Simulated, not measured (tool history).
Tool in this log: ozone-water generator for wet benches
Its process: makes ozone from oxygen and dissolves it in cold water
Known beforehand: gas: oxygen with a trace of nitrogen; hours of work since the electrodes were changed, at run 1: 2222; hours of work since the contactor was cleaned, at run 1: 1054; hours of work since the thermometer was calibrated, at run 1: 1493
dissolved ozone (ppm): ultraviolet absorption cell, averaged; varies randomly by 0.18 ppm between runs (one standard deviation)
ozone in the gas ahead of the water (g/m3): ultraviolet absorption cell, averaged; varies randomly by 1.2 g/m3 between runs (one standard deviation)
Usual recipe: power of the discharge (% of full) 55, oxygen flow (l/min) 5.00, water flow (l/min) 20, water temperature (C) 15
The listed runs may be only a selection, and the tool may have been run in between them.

run,hour,power of the discharge (% of full),oxygen flow (l/min),water flow (l/min),water temperature (C),hours of work since the electrodes were changed,hours of work since the contactor was cleaned,hours of work since the thermometer was calibrated,dissolved ozone (ppm),ozone in the gas ahead of the water (g/m3)
1,0.0,55,5.00,20,15,2222,1054,1493,25.3,212.3
2,72.7,55,5.00,20,15,2287,1120,1559,25.4,214.2
3,108.4,55,5.00,20,15,2319,1152,1591,25.3,212.0
4,172.4,55,5.00,20,15,2377,1209,1648,25.2,212.5
5,215.4,55,5.00,20,15,2416,1248,1687,25.1,213.9
6,289.2,55,5.00,20,15,2482,1315,1754,25.2,214.9
7,324.9,55,5.00,20,15,2515,1347,1786,24.9,214.5
8,371.8,55,5.00,20,15,2557,1389,1828,25.1,212.5
9,451.1,55,5.00,14,15,2628,1461,1900,33.3,212.7
10,490.4,55,5.00,20,15,2664,1496,1935,25.0,212.6
11,527.4,55,5.00,20,15,2697,1529,1968,25.0,214.7
12,580.4,55,5.02,16,15,2745,1577,2016,29.9,212.0
13,622.7,55,5.00,20,8,2783,1615,2054,27.5,212.7
14,684.2,55,5.00,20,8,2838,1671,2110,27.2,213.5
15,726.9,87,5.00,20,12,2877,1709,2148,40.3,325.3
16,770.1,47,7.26,21,14,2916,1748,2187,22.8,160.2
17,823.9,47,6.53,29,15,2964,1797,2236,16.5,166.5
18,866.7,47,6.53,29,15,3003,1835,2274,16.8,167.1
19,938.0,54,4.52,20,8,3067,1899,2338,26.6,215.6
20,995.3,96,4.52,20,17,3119,1951,2390,40.1,372.8
21,1062.5,96,4.52,20,17,3179,2012,2451,40.4,374.4
22,1117.4,96,6.19,20,15,3229,2061,2500,44.5,327.9

Here are 5 independent what-if runs from the current tool condition. What would each one return?
A,1187.0,96,3.47,20,10,3291,2124,2563,?,?
B,1187.0,96,3.01,20,15,3291,2124,2563,?,?
C,1187.0,55,5.00,18,15,3291,2124,2563,?,?
D,1187.0,47,4.31,20,17,3291,2124,2563,?,?
E,1187.0,96,3.30,20,15,3291,2124,2563,?,?

run,dissolved ozone (ppm),ozone in the gas ahead of the water (g/m3)
A,40.4,408.1
B,36.7,430.8
C,27.5,214.0
D,20.4,195.0
E,38.2,415.8
The same runs, with their run-to-run variation unchanged, on a tool lacking any hidden condition would have given:
run,dissolved ozone (ppm),ozone in the gas ahead of the water (g/m3)
A,40.5,408.7
B,36.7,431.4
C,27.5,214.1
D,20.4,195.1
E,38.3,416.4

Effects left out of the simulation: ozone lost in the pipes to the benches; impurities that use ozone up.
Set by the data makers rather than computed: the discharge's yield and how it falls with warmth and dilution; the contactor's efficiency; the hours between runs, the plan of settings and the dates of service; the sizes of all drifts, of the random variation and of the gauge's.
